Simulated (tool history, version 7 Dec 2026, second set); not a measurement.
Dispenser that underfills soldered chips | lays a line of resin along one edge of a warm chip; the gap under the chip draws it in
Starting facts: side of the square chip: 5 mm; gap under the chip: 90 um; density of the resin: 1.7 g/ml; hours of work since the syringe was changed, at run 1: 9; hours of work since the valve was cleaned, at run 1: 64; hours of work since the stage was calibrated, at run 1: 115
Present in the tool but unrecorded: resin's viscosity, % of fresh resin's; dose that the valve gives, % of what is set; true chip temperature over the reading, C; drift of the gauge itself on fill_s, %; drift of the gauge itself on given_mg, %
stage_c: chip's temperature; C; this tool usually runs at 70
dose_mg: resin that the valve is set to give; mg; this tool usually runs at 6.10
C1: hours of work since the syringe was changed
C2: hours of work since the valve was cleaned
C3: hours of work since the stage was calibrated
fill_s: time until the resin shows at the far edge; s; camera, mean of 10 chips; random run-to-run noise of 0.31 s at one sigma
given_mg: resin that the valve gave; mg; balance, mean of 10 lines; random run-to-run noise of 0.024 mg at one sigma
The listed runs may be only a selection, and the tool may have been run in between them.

run 1 day=0.000 | stage_c=70 dose_mg=6.10 | C1=9 C2=64 C3=115 | fill_s=14.3 given_mg=5.67
-- day=0.062 new syringe of resin
run 2 day=0.283 | stage_c=70 dose_mg=6.10 | C1=4 C2=68 C3=119 | fill_s=11.1 given_mg=5.67
run 3 day=0.600 | stage_c=70 dose_mg=6.10 | C1=9 C2=73 C3=124 | fill_s=14.6 given_mg=5.59
-- day=0.683 new syringe of resin
-- day=0.804 dispensing valve cleaned and set on the balance
run 4 day=0.988 | stage_c=70 dose_mg=6.10 | C1=4 C2=3 C3=129 | fill_s=11.5 given_mg=6.07
run 5 day=1.179 | stage_c=70 dose_mg=6.10 | C1=7 C2=6 C3=132 | fill_s=13.4 given_mg=6.08
-- day=1.362 new syringe of resin
run 6 day=1.517 | stage_c=70 dose_mg=6.10 | C1=2 C2=11 C3=138 | fill_s=10.1 given_mg=6.05
run 7 day=1.742 | stage_c=70 dose_mg=6.10 | C1=6 C2=15 C3=141 | fill_s=12.4 given_mg=5.99
-- day=1.996 new syringe of resin
run 8 day=2.088 | stage_c=70 dose_mg=6.10 | C1=1 C2=20 C3=146 | fill_s=9.7 given_mg=5.94
run 9 day=2.392 | stage_c=70 dose_mg=6.10 | C1=6 C2=25 C3=151 | fill_s=12.6 given_mg=5.95
-- day=2.612 new syringe of resin
run 10 day=2.633 | stage_c=70 dose_mg=6.10 | C1=0 C2=28 C3=155 | fill_s=9.5 given_mg=5.94
run 11 day=2.967 | stage_c=74 dose_mg=6.10 | C1=6 C2=34 C3=160 | fill_s=10.5 given_mg=5.91
run 12 day=3.129 | stage_c=74 dose_mg=5.90 | C1=8 C2=36 C3=163 | fill_s=12.2 given_mg=5.70
-- day=3.254 new syringe of resin
run 13 day=3.400 | stage_c=70 dose_mg=6.10 | C1=2 C2=40 C3=167 | fill_s=10.1 given_mg=5.88
run 14 day=3.762 | stage_c=66 dose_mg=7.54 | C1=8 C2=46 C3=173 | fill_s=15.9 given_mg=7.22
-- day=3.879 new syringe of resin
run 15 day=3.992 | stage_c=66 dose_mg=7.54 | C1=2 C2=50 C3=176 | fill_s=11.1 given_mg=7.15
run 16 day=4.354 | stage_c=77 dose_mg=6.36 | C1=8 C2=55 C3=182 | fill_s=9.8 given_mg=6.02
-- day=4.517 new syringe of resin
run 17 day=4.588 | stage_c=58 dose_mg=6.74 | C1=1 C2=59 C3=185 | fill_s=15.6 given_mg=6.35
run 18 day=4.762 | stage_c=58 dose_mg=6.74 | C1=4 C2=62 C3=188 | fill_s=18.0 given_mg=6.31
run 19 day=5.050 | stage_c=70 dose_mg=6.48 | C1=8 C2=66 C3=193 | fill_s=14.4 given_mg=6.04
-- day=5.146 new syringe of resin
run 20 day=5.250 | stage_c=66 dose_mg=5.38 | C1=2 C2=69 C3=196 | fill_s=12.4 given_mg=5.01
run 21 day=5.592 | stage_c=67 dose_mg=7.14 | C1=7 C2=75 C3=201 | fill_s=14.1 given_mg=6.58
-- day=5.704 dispensing valve cleaned and set on the balance
-- day=5.808 new syringe of resin
run 22 day=5.983 | stage_c=60 dose_mg=6.67 | C1=3 C2=4 C3=207 | fill_s=15.3 given_mg=6.64
run 23 day=6.225 | stage_c=72 dose_mg=5.38 | C1=7 C2=8 C3=210 | fill_s=12.1 given_mg=5.34
-- day=6.442 new syringe of resin
run 24 day=6.517 | stage_c=77 dose_mg=5.44 | C1=1 C2=12 C3=215 | fill_s=6.6 given_mg=5.37
run 25 day=6.788 | stage_c=69 dose_mg=6.45 | C1=5 C2=17 C3=219 | fill_s=12.2 given_mg=6.32

A few steps of fill_s between consecutive runs. Split each: what settings, incoming material and random variation would produce without the hidden state, and what is left over for the hidden state, along with gauge scatter present in only one of the two compared results (measured, and without hidden state):
Run 13 -> 14: stage_c 70 -> 66, dose_mg 6.10 -> 7.54. fill_s +5.8 s: hidden state +4.5, all else +1.3.
Run 14 -> 15: new syringe of resin. fill_s -4.8 s: hidden state -4.8, all else +0.0.
Run 16 -> 17: stage_c 77 -> 58, dose_mg 6.36 -> 6.74, new syringe of resin. fill_s +5.8 s: hidden state -2.8, all else +8.6.
